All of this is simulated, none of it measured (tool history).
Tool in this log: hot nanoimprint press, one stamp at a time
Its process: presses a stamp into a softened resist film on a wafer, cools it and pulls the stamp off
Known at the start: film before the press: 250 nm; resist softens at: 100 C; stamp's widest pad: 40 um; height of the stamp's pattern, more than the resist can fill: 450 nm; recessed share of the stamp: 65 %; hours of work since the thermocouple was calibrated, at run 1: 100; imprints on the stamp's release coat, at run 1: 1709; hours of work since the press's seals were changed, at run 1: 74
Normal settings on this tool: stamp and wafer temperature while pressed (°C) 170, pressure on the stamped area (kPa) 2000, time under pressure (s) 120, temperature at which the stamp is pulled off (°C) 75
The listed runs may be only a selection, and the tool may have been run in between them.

run,day,stamp and wafer temperature while pressed (°C),pressure on the stamped area (kPa),time under pressure (s),temperature at which the stamp is pulled off (°C),hours of work since the thermocouple was calibrated,imprints on the stamp's release coat,hours of work since the press's seals were changed,resist left under the stamp's widest pad (angstrom),greatest force while the stamp is pulled off (N)
1,0,170,2000,120,75,100,1709,74,1029,222
2,0.962,170,2000,120,75,113,1781,88,1017,222
3,1.608,170,2000,120,75,123,1829,97,1006,218
# day 2.162: stamp cleaned and given a new release coat
4,2.867,170,2000,120,75,137,52,111,1015,223
5,3.788,170,2000,120,75,150,121,125,1016,213
6,4.542,173,2000,120,75,161,177,136,875,212
7,5.858,173,2000,120,75,180,275,155,891,209
8,6.783,170,2000,120,75,194,344,168,1026,218
9,7.917,170,2000,120,75,210,428,184,1004,219
10,8.717,170,2000,120,75,221,488,196,1007,216
11,9.275,170,2000,120,75,230,530,204,1016,225
12,10.267,170,2000,166,75,244,603,218,883,220
13,11.117,170,2000,201,75,256,667,230,800,225
14,12.075,170,2000,201,75,270,738,244,808,220

Run 15, settings as shown, results not yet in. Your forecast:
15,13.408,170,2000,201,75,289,838,263,?,?

{"run 15": {"resist left under the stamp's widest pad (angstrom)": 808, "greatest force while the stamp is pulled off (N)": 218}}
Were there no unlogged condition in the tool, this run, its random variation unchanged, would have produced resist left under the stamp's widest pad (angstrom) 809, greatest force while the stamp is pulled off (N) 216.
